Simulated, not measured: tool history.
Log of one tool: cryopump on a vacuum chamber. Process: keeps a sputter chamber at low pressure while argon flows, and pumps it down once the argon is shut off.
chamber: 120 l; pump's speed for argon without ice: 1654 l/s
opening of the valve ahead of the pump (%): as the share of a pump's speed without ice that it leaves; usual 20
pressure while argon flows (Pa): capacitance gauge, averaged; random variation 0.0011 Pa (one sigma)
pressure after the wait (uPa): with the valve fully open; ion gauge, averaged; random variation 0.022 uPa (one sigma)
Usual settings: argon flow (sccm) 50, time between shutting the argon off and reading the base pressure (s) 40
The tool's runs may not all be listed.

run    hour  argon flow (sccm)  time between shutting the argon off and reading the base pressure (s)  opening of the valve ahead of the pump (%)  pressure while argon flows (Pa)  pressure after the wait (uPa)
  1     0.0                 50                                                                     40                                          20                           0.2689                           0.75
  2    23.2                 50                                                                     40                                          20                           0.2715                           0.79
  3    49.8                 50                                                                     40                                          20                           0.2717                           0.78
       86.4  -- pump warmed up, emptied and cooled again
  4   108.5                 50                                                                     40                                          20                           0.2590                           0.69
  5   140.1                 33                                                                     40                                          20                           0.1706                           0.76
  6   168.1                 33                                                                     40                                          20                           0.1706                           0.78
  7   203.8                 33                                                                     40                                          20                           0.1710                           0.76
  8   228.0                 59                                                                     40                                          20                           0.3059                           0.75
  9   260.2                 59                                                                     40                                          20                           0.3074                           0.77
 10   289.8                 50                                                                     40                                          20                           0.2583                           0.75
 11   330.4                 50                                                                     40                                          20                           0.2606                           0.80
 12   364.7                 50                                                                     40                                          20                           0.2632                           0.83
 13   403.1                 50                                                                     40                                          20                           0.2662                           0.84
 14   447.9                 50                                                                     40                                          20                           0.2664                           0.84
 15   480.4                 50                                                                     40                                          20                           0.2692                           0.89
 16   521.7                 50                                                                     40                                          20                           0.2708                           0.89
 17   548.4                 50                                                                     40                                          20                           0.2708                           0.84
 18   594.0                 50                                                                     40                                          20                           0.2699                           0.87
 19   637.9                 50                                                                     40                                          20                           0.2743                           0.88
 20   677.4                 85                                                                     40                                          20                           0.4680                           0.93
      699.8  -- pump warmed up, emptied and cooled again
 21   704.8                 39                                                                    228                                          20                           0.2004                           0.40
 22   737.3                 39                                                                    228                                          20                           0.1991                           0.43
 23   790.1                 29                                                                     40                                          20                           0.1487                           0.85
 24   830.3                 29                                                                     21                                          20                           0.1505                           1.28
 25   867.5                 29                                                                     21                                          20                           0.1509                           1.26
 26   890.7                 29                                                                     21                                          20                           0.1525                           1.28
 27   915.7                 72                                                                     21                                          33                           0.2317                           1.29
 28   960.4                 72                                                                     21                                          33                           0.2329                           1.33
 29   989.1                 63                                                                    298                                          16                           0.4084                           0.52
 30  1022.2                 99                                                                     71                                          33                           0.3229                           0.72
 31  1053.9                 99                                                                     39                                          42                           0.2614                           0.96
 32  1076.1                 47                                                                     39                                          42                           0.1243                           0.94
 33  1129.9                 47                                                                     39                                          42                           0.1270                           0.96
 34  1180.8                 47                                                                     39                                          42                           0.1280                           1.01

Forecast each of these 3 alternatives for the next run:
  A  1218.8                 35                                                                     39                                          42                                ?                              ?
  B  1218.8                 48                                                                     39                                          45                                ?                              ?
  C  1218.8                 22                                                                     39                                          46                                ?                              ?

run  pressure while argon flows (Pa)  pressure after the wait (uPa)
  A                           0.0965                           1.03
  B                           0.1243                           1.05
  C                           0.0565                           0.96
Without the tool's hidden state the same runs would have given:
run  pressure while argon flows (Pa)  pressure after the wait (uPa)
  A                           0.0851                           0.67
  B                           0.1085                           0.68
  C                           0.0493                           0.60

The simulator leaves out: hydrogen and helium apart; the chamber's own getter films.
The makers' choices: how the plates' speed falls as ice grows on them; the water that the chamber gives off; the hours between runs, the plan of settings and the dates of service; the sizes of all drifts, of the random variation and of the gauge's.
